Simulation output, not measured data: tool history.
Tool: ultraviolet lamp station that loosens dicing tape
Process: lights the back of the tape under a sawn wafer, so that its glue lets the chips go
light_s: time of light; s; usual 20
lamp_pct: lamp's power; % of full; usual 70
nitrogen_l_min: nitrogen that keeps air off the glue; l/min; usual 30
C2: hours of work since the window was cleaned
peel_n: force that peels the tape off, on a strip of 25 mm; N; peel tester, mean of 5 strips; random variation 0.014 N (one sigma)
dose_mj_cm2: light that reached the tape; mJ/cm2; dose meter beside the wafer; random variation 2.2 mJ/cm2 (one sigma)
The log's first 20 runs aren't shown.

Run 21, hour 403.0: usual settings but light_s 24 s, lamp_pct 73 % of full; hours of work of the lamp 376; C2 50. Result: peel_n 0.596 N, dose_mj_cm2 192 mJ/cm2.
Run 22, hour 418.4: usual settings but light_s 24 s, lamp_pct 73 % of full; hours of work of the lamp 386; C2 59. Result: peel_n 0.605 N, dose_mj_cm2 192 mJ/cm2.
Run 23, hour 450.3: usual settings but light_s 24 s, lamp_pct 73 % of full; hours of work of the lamp 406; C2 79. Result: peel_n 0.617 N, dose_mj_cm2 190 mJ/cm2.
Run 24, hour 479.3: usual settings but light_s 24 s, lamp_pct 73 % of full, nitrogen_l_min 20 l/min; hours of work of the lamp 424; C2 97. Result: peel_n 0.844 N, dose_mj_cm2 187 mJ/cm2.
Run 25, hour 497.3: usual settings but lamp_pct 64 % of full, nitrogen_l_min 13 l/min; hours of work of the lamp 435; C2 109. Result: peel_n 1.853 N, dose_mj_cm2 135 mJ/cm2.
Run 26, hour 530.5: usual settings but lamp_pct 86 % of full; hours of work of the lamp 456; C2 129. Result: peel_n 0.729 N, dose_mj_cm2 178 mJ/cm2.
Run 27, hour 552.0: usual settings but nitrogen_l_min 12 l/min; hours of work of the lamp 469; C2 143. Result: peel_n 1.679 N, dose_mj_cm2 144 mJ/cm2.
Run 28, hour 572.0: usual settings but light_s 21 s, lamp_pct 99 % of full, nitrogen_l_min 48 l/min; hours of work of the lamp 482; C2 155. Result: peel_n 0.408 N, dose_mj_cm2 209 mJ/cm2.
Run 29, hour 594.9: usual settings but light_s 12 s, lamp_pct 99 % of full; hours of work of the lamp 496; C2 169. Result: peel_n 1.406 N, dose_mj_cm2 121 mJ/cm2.
Run 30, hour 625.4: usual settings but light_s 12 s, lamp_pct 99 % of full; hours of work of the lamp 515; C2 188. Result: peel_n 1.536 N, dose_mj_cm2 119 mJ/cm2.
Run 31, hour 650.9: usual settings but light_s 13 s, lamp_pct 65 % of full, nitrogen_l_min 9 l/min; hours of work of the lamp 531; C2 204. Result: peel_n 3.608 N, dose_mj_cm2 83 mJ/cm2.
Run 32, hour 676.5: usual settings but light_s 21 s, lamp_pct 86 % of full, nitrogen_l_min 25 l/min; hours of work of the lamp 547; C2 220. Result: peel_n 0.810 N, dose_mj_cm2 174 mJ/cm2.
Run 33, hour 706.2: usual settings but light_s 21 s, lamp_pct 86 % of full, nitrogen_l_min 25 l/min; hours of work of the lamp 565; C2 239. Result: peel_n 0.841 N, dose_mj_cm2 174 mJ/cm2.
Run 34, hour 726.0: usual settings but lamp_pct 97 % of full, nitrogen_l_min 37 l/min; hours of work of the lamp 578; C2 251. Result: peel_n 0.568 N, dose_mj_cm2 180 mJ/cm2.
At hour 733.6: window cleaned of glue's vapour.
Run 35, hour 746.0: usual settings but lamp_pct 67 % of full, nitrogen_l_min 33 l/min; hours of work of the lamp 590; C2 8. Result: peel_n 1.135 N, dose_mj_cm2 137 mJ/cm2.
Run 36, hour 764.0: usual settings but lamp_pct 67 % of full, nitrogen_l_min 33 l/min; hours of work of the lamp 601; C2 19. Result: peel_n 1.139 N, dose_mj_cm2 133 mJ/cm2.
Run 37, hour 781.5: usual settings but light_s 18 s; hours of work of the lamp 612; C2 30. Result: peel_n 1.378 N, dose_mj_cm2 126 mJ/cm2.
Run 38, hour 797.4: usual settings but light_s 15 s, lamp_pct 75 % of full, nitrogen_l_min 36 l/min; hours of work of the lamp 622; C2 40. Result: peel_n 1.540 N, dose_mj_cm2 108 mJ/cm2.
Run 39, hour 831.4: usual settings but light_s 15 s, lamp_pct 75 % of full, nitrogen_l_min 36 l/min; hours of work of the lamp 643; C2 61. Result: peel_n 1.536 N, dose_mj_cm2 108 mJ/cm2.
Run 40, hour 855.8: usual settings but light_s 37 s; hours of work of the lamp 658; C2 76. Result: peel_n 0.371 N, dose_mj_cm2 251 mJ/cm2.
Run 41, hour 885.1: usual settings but light_s 13 s, lamp_pct 90 % of full; hours of work of the lamp 677; C2 94. Result: peel_n 1.627 N, dose_mj_cm2 108 mJ/cm2.
Run 42, hour 915.5: usual settings but light_s 13 s, lamp_pct 90 % of full; hours of work of the lamp 695; C2 113. Result: peel_n 1.621 N, dose_mj_cm2 109 mJ/cm2.

Forecast each of these 5 alternatives for the next run:
Run A, hour 946.8: usual settings but light_s 33 s, lamp_pct 93 % of full, nitrogen_l_min 18 l/min; hours of work of the lamp 715; C2 133. Result: peel_n ?, dose_mj_cm2 ?.
Run B, hour 946.8: usual settings but light_s 13 s, lamp_pct 77 % of full, nitrogen_l_min 37 l/min; hours of work of the lamp 715; C2 133. Result: peel_n ?, dose_mj_cm2 ?.
Run C, hour 946.8: usual settings but light_s 12 s, lamp_pct 90 % of full, nitrogen_l_min 10 l/min; hours of work of the lamp 715; C2 133. Result: peel_n ?, dose_mj_cm2 ?.
Run D, hour 946.8: usual settings but lamp_pct 63 % of full; hours of work of the lamp 715; C2 133. Result: peel_n ?, dose_mj_cm2 ?.
Run E, hour 946.8: usual settings but light_s 16 s, lamp_pct 90 % of full; hours of work of the lamp 715; C2 133. Result: peel_n ?, dose_mj_cm2 ?.

run  peel_n  dose_mj_cm2
  A   0.410          276
  B   1.911           92
  C   2.951           99
  D   1.497          112
  E   1.230          132
Without the tool's hidden state the same runs would have given:
run  peel_n  dose_mj_cm2
  A   0.242          401
  B   1.074          132
  C   1.914          142
  D   0.783          163
  E   0.611          191
